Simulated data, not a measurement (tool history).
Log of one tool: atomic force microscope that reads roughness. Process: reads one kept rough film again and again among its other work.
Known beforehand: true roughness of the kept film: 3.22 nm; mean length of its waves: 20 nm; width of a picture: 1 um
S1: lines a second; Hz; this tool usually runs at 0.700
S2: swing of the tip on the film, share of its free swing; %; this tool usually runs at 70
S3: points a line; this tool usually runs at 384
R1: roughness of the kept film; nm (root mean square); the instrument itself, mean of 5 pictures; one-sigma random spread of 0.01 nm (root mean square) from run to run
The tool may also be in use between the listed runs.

{"run": 1, "day": 0.0, "S1": 0.7, "S2": 70, "S3": 384, "R1": 2.247}
{"run": 2, "day": 1.179, "S1": 2.805, "S2": 70, "S3": 384, "R1": 1.843}
{"run": 3, "day": 2.862, "S1": 0.7, "S2": 70, "S3": 900, "R1": 1.901}
{"run": 4, "day": 3.867, "S1": 0.7, "S2": 70, "S3": 808, "R1": 1.792}
{"run": 5, "day": 5.704, "S1": 0.7, "S2": 70, "S3": 808, "R1": 1.625}
{"run": 6, "day": 6.862, "S1": 1.001, "S2": 70, "S3": 384, "R1": 1.484}
{"run": 7, "day": 8.075, "S1": 1.001, "S2": 70, "S3": 384, "R1": 1.402}
{"day": 9.475, "done": "new tip fitted"}
{"run": 8, "day": 9.496, "S1": 0.7, "S2": 70, "S3": 384, "R1": 2.264}
{"run": 9, "day": 11.433, "S1": 0.7, "S2": 70, "S3": 384, "R1": 2.005}
{"run": 10, "day": 13.354, "S1": 0.7, "S2": 70, "S3": 384, "R1": 1.806}
{"run": 11, "day": 15.154, "S1": 0.7, "S2": 70, "S3": 384, "R1": 1.644}
{"run": 12, "day": 16.9, "S1": 0.7, "S2": 70, "S3": 384, "R1": 1.516}
{"day": 19.008, "done": "new tip fitted"}
{"run": 13, "day": 19.038, "S1": 1.874, "S2": 70, "S3": 384, "R1": 2.054}
{"run": 14, "day": 20.25, "S1": 0.7, "S2": 70, "S3": 384, "R1": 2.034}
{"run": 15, "day": 21.708, "S1": 0.7, "S2": 70, "S3": 384, "R1": 1.879}
{"run": 16, "day": 23.238, "S1": 0.7, "S2": 70, "S3": 384, "R1": 1.728}
{"run": 17, "day": 25.079, "S1": 0.7, "S2": 70, "S3": 384, "R1": 1.597}
{"run": 18, "day": 26.446, "S1": 0.7, "S2": 60, "S3": 384, "R1": 1.511}
{"run": 19, "day": 28.038, "S1": 0.7, "S2": 70, "S3": 382, "R1": 1.374}
{"day": 28.45, "done": "new tip fitted"}
{"run": 20, "day": 30.079, "S1": 0.7, "S2": 70, "S3": 382, "R1": 2.038}
{"run": 21, "day": 31.55, "S1": 0.7, "S2": 70, "S3": 382, "R1": 1.87}
{"run": 22, "day": 32.471, "S1": 0.7, "S2": 70, "S3": 382, "R1": 1.79}
{"run": 23, "day": 34.642, "S1": 2.127, "S2": 78, "S3": 471, "R1": 1.376}
{"run": 24, "day": 35.671, "S1": 2.127, "S2": 78, "S3": 471, "R1": 1.305}
{"run": 25, "day": 37.483, "S1": 0.641, "S2": 83, "S3": 471, "R1": 1.357}
{"day": 37.9, "done": "new tip fitted"}
{"run": 26, "day": 39.492, "S1": 2.782, "S2": 83, "S3": 471, "R1": 1.588}
{"run": 27, "day": 40.854, "S1": 0.7, "S2": 77, "S3": 396, "R1": 1.832}
{"run": 28, "day": 41.925, "S1": 1.361, "S2": 76, "S3": 384, "R1": 1.661}
{"run": 29, "day": 43.617, "S1": 1.361, "S2": 78, "S3": 384, "R1": 1.488}
{"run": 30, "day": 45.288, "S1": 1.478, "S2": 72, "S3": 906, "R1": 1.443}
{"run": 31, "day": 47.033, "S1": 1.478, "S2": 72, "S3": 906, "R1": 1.334}
{"day": 47.233, "done": "new tip fitted"}
{"run": 32, "day": 48.738, "S1": 1.049, "S2": 87, "S3": 726, "R1": 1.899}
{"run": 33, "day": 49.862, "S1": 2.425, "S2": 78, "S3": 384, "R1": 1.631}
{"run": 34, "day": 51.962, "S1": 2.425, "S2": 78, "S3": 384, "R1": 1.455}
{"run": 35, "day": 53.679, "S1": 2.425, "S2": 78, "S3": 384, "R1": 1.349}
{"run": 36, "day": 55.621, "S1": 0.7, "S2": 70, "S3": 703, "R1": 1.491}
{"day": 56.7, "done": "new tip fitted"}
{"run": 37, "day": 57.704, "S1": 1.866, "S2": 70, "S3": 646, "R1": 2.041}
{"run": 38, "day": 58.767, "S1": 1.866, "S2": 70, "S3": 646, "R1": 1.914}
{"run": 39, "day": 59.867, "S1": 0.7, "S2": 75, "S3": 434, "R1": 1.875}
{"run": 40, "day": 61.242, "S1": 0.7, "S2": 75, "S3": 434, "R1": 1.742}
{"run": 41, "day": 62.996, "S1": 0.7, "S2": 75, "S3": 434, "R1": 1.603}
{"run": 42, "day": 64.908, "S1": 0.7, "S2": 75, "S3": 942, "R1": 1.468}
{"day": 66.092, "done": "new tip fitted"}
{"run": 43, "day": 66.092, "S1": 2.436, "S2": 82, "S3": 942, "R1": 1.859}
{"run": 44, "day": 67.9, "S1": 2.436, "S2": 82, "S3": 942, "R1": 1.662}

3 ways to go on from here, each from the tool as it stands after run 44. What would each give?
{"run": "A", "day": 70.075, "S1": 3.188, "S2": 82, "S3": 950, "R1": "?"}
{"run": "B", "day": 70.075, "S1": 3.855, "S2": 82, "S3": 902, "R1": "?"}
{"run": "C", "day": 70.075, "S1": 0.7, "S2": 75, "S3": 384, "R1": "?"}

run=A R1=1.379
run=B R1=1.297
run=C R1=1.784
Stripped of hidden state, with their random variation kept, the same runs would have yielded:
run=A R1=1.748
run=B R1=1.646
run=C R1=2.263
